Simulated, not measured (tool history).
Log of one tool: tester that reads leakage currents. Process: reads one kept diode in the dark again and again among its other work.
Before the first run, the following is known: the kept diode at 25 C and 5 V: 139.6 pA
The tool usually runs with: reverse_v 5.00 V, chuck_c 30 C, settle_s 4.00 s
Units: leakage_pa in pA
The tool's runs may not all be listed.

{"run": 1, "hour": 0.0, "reverse_v": 5.0, "chuck_c": 30, "settle_s": 4.0, "leakage_pa": 223.78}
{"run": 2, "hour": 64.9, "reverse_v": 6.34, "chuck_c": 30, "settle_s": 4.0, "leakage_pa": 245.51}
{"run": 3, "hour": 135.9, "reverse_v": 5.0, "chuck_c": 30, "settle_s": 4.0, "leakage_pa": 224.48}
{"run": 4, "hour": 187.3, "reverse_v": 5.0, "chuck_c": 30, "settle_s": 4.0, "leakage_pa": 223.67}
{"run": 5, "hour": 227.6, "reverse_v": 5.0, "chuck_c": 30, "settle_s": 4.0, "leakage_pa": 223.74}
{"run": 6, "hour": 283.3, "reverse_v": 10.75, "chuck_c": 30, "settle_s": 4.0, "leakage_pa": 301.91}
{"run": 7, "hour": 369.1, "reverse_v": 10.75, "chuck_c": 30, "settle_s": 4.0, "leakage_pa": 302.35}
{"run": 8, "hour": 445.1, "reverse_v": 5.0, "chuck_c": 30, "settle_s": 4.0, "leakage_pa": 224.21}
{"run": 9, "hour": 495.1, "reverse_v": 5.0, "chuck_c": 30, "settle_s": 4.0, "leakage_pa": 224.79}
{"run": 10, "hour": 531.0, "reverse_v": 5.0, "chuck_c": 30, "settle_s": 4.0, "leakage_pa": 224.97}
{"run": 11, "hour": 583.5, "reverse_v": 5.0, "chuck_c": 30, "settle_s": 4.0, "leakage_pa": 225.31}
{"run": 12, "hour": 662.1, "reverse_v": 2.57, "chuck_c": 30, "settle_s": 4.0, "leakage_pa": 174.83}
{"run": 13, "hour": 735.5, "reverse_v": 5.0, "chuck_c": 24, "settle_s": 4.0, "leakage_pa": 137.28}
{"run": 14, "hour": 772.9, "reverse_v": 5.0, "chuck_c": 25, "settle_s": 4.0, "leakage_pa": 148.79}
{"run": 15, "hour": 812.0, "reverse_v": 1.0, "chuck_c": 30, "settle_s": 4.0, "leakage_pa": 121.92}
{"run": 16, "hour": 876.2, "reverse_v": 1.0, "chuck_c": 30, "settle_s": 4.0, "leakage_pa": 121.9}
{"run": 17, "hour": 960.0, "reverse_v": 4.96, "chuck_c": 30, "settle_s": 4.0, "leakage_pa": 226.67}
{"run": 18, "hour": 1007.0, "reverse_v": 5.0, "chuck_c": 30, "settle_s": 4.0, "leakage_pa": 226.58}
{"run": 19, "hour": 1066.6, "reverse_v": 5.0, "chuck_c": 30, "settle_s": 4.0, "leakage_pa": 226.71}
{"run": 20, "hour": 1152.1, "reverse_v": 5.0, "chuck_c": 30, "settle_s": 4.0, "leakage_pa": 225.97}
{"run": 21, "hour": 1219.7, "reverse_v": 5.0, "chuck_c": 23, "settle_s": 4.0, "leakage_pa": 127.27}
{"run": 22, "hour": 1284.2, "reverse_v": 5.0, "chuck_c": 23, "settle_s": 4.0, "leakage_pa": 126.88}
{"run": 23, "hour": 1321.5, "reverse_v": 5.0, "chuck_c": 36, "settle_s": 4.0, "leakage_pa": 372.4}
{"run": 24, "hour": 1361.2, "reverse_v": 8.07, "chuck_c": 23, "settle_s": 4.0, "leakage_pa": 155.63}
{"run": 25, "hour": 1440.0, "reverse_v": 8.07, "chuck_c": 23, "settle_s": 4.0, "leakage_pa": 155.54}
{"run": 26, "hour": 1492.7, "reverse_v": 3.02, "chuck_c": 21, "settle_s": 4.0, "leakage_pa": 87.78}
{"run": 27, "hour": 1557.5, "reverse_v": 3.02, "chuck_c": 21, "settle_s": 4.0, "leakage_pa": 87.89}
{"hour": 1586.9, "done": "probe card cleaned and baked"}
{"run": 28, "hour": 1642.6, "reverse_v": 2.09, "chuck_c": 48, "settle_s": 0.75, "leakage_pa": 685.88}
{"run": 29, "hour": 1688.7, "reverse_v": 3.37, "chuck_c": 45, "settle_s": 1.81, "leakage_pa": 646.29}
{"hour": 1736.6, "done": "tester calibrated"}
{"run": 30, "hour": 1766.1, "reverse_v": 3.37, "chuck_c": 45, "settle_s": 1.81, "leakage_pa": 656.96}
{"run": 31, "hour": 1853.7, "reverse_v": 5.61, "chuck_c": 27, "settle_s": 8.67, "leakage_pa": 180.32}
{"run": 32, "hour": 1918.5, "reverse_v": 5.0, "chuck_c": 20, "settle_s": 4.0, "leakage_pa": 92.9}
{"run": 33, "hour": 2005.8, "reverse_v": 5.0, "chuck_c": 20, "settle_s": 4.0, "leakage_pa": 93.07}
{"run": 34, "hour": 2042.4, "reverse_v": 5.0, "chuck_c": 20, "settle_s": 4.0, "leakage_pa": 92.91}
{"run": 35, "hour": 2093.8, "reverse_v": 2.36, "chuck_c": 35, "settle_s": 1.63, "leakage_pa": 258.18}
{"run": 36, "hour": 2140.1, "reverse_v": 7.84, "chuck_c": 23, "settle_s": 3.02, "leakage_pa": 145.18}
{"run": 37, "hour": 2204.2, "reverse_v": 2.19, "chuck_c": 50, "settle_s": 3.02, "leakage_pa": 821.69}
{"run": 38, "hour": 2278.0, "reverse_v": 2.85, "chuck_c": 44, "settle_s": 4.09, "leakage_pa": 575.02}
{"run": 39, "hour": 2322.9, "reverse_v": 5.0, "chuck_c": 34, "settle_s": 4.0, "leakage_pa": 314.9}
{"run": 40, "hour": 2386.5, "reverse_v": 5.0, "chuck_c": 34, "settle_s": 4.0, "leakage_pa": 316.29}

Consider 3 possible next runs. They are alternatives, not a sequence: every one starts from the tool as it was left by run 40. What does each give?
{"run": "A", "hour": 2472.2, "reverse_v": 5.0, "chuck_c": 27, "settle_s": 4.0, "leakage_pa": "?"}
{"run": "B", "hour": 2472.2, "reverse_v": 2.41, "chuck_c": 30, "settle_s": 1.48, "leakage_pa": "?"}
{"run": "C", "hour": 2472.2, "reverse_v": 6.26, "chuck_c": 34, "settle_s": 2.94, "leakage_pa": "?"}

run=A leakage_pa=174.97
run=B leakage_pa=172.94
run=C leakage_pa=344.25
Without the tool's unlogged condition, the same runs would have read:
run=A leakage_pa=166.62
run=B leakage_pa=165.53
run=C leakage_pa=329.44

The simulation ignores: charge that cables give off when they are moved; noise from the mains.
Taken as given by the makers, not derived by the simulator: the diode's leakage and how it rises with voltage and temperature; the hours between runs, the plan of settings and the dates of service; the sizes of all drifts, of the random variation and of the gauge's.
